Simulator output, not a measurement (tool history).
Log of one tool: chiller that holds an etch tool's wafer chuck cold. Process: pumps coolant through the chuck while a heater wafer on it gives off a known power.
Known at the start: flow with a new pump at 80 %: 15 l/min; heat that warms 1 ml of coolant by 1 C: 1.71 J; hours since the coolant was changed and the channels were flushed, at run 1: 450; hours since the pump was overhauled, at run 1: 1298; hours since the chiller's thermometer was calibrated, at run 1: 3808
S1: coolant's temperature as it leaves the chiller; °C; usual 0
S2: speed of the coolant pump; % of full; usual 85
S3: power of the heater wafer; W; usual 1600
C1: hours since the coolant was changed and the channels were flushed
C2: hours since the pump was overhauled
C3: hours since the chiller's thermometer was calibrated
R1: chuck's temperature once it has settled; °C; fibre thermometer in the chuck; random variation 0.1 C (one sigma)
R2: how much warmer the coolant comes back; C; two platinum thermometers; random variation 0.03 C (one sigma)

run,hour,S1,S2,S3,C1,C2,C3,R1,R2
1,0,0,85,1600,450,1298,3808,17.4,3.58
2,37.1,0,85,1600,487,1335,3845,17.6,3.61
3,96.1,0,85,1600,546,1394,3904,17.5,3.59
4,148.2,0,85,1600,598,1446,3956,17.7,3.59
5,186.2,0,85,1600,636,1484,3994,17.7,3.63
6,224.4,0,85,1600,674,1522,4033,17.7,3.63
7,289,0,85,1600,739,1587,4097,17.7,3.61
8,344.4,0,85,1600,794,1643,4153,17.6,3.6
9,377.2,0,85,1600,827,1675,4185,17.6,3.64
# hour 385.8: coolant pump overhauled
10,417.5,0,85,1600,862,32,4221,17.7,3.59
11,461.1,0,85,1600,906,75,4264,17.9,3.64
# hour 505.4: coolant pump overhauled, once more
12,511.7,0,85,1716,951,6,4310,18.8,3.75
13,574.2,0,85,1716,1014,69,4372,18.7,3.73
14,604.5,0,84,1376,1044,99,4403,15.1,3.08
15,639.3,5,84,1394,1079,134,4438,20.4,3.11
16,704,5,84,1394,1144,199,4502,20.5,3.11
17,763.3,9,60,1476,1203,258,4562,30.7,4.59
# hour 809.7: chiller's thermometer calibrated
18,819.8,-10,74,1600,1259,313,10,10.8,4.04
19,871.2,-6,95,1855,1310,365,62,13.7,3.69
20,908.5,-9,74,1641,1347,402,99,12.3,4.15
21,968.5,7,85,923,1407,462,159,18,2.1
22,1026.6,7,85,923,1465,520,217,17.8,2.06
23,1072.6,0,70,1134,1511,566,263,15.6,3.02

The same runs without the tool's hidden state, with the same run-to-run variation:
The hidden state here: heat passed by the chuck's channels, % of clean ones'; flow at a given pump speed, % of a new pump's; coolant's true temperature over the reading, C; drift of the gauge itself on chuck_c, C; drift of the gauge itself on warmer_back_c, C.
run,R1,R2
1,17.4,3.53
2,17.5,3.56
3,17.4,3.54
4,17.6,3.53
5,17.5,3.56
6,17.5,3.56
7,17.4,3.54
8,17.3,3.53
9,17.3,3.57
10,17.3,3.49
11,17.4,3.54
12,18.6,3.76
13,18.5,3.73
14,15.1,3.08
15,20.3,3.1
16,20.4,3.11
17,30.2,4.58
18,9.5,4.02
19,12.4,3.67
20,10.9,4.13
21,17.2,2.09
22,17.1,2.05
23,14.4,3
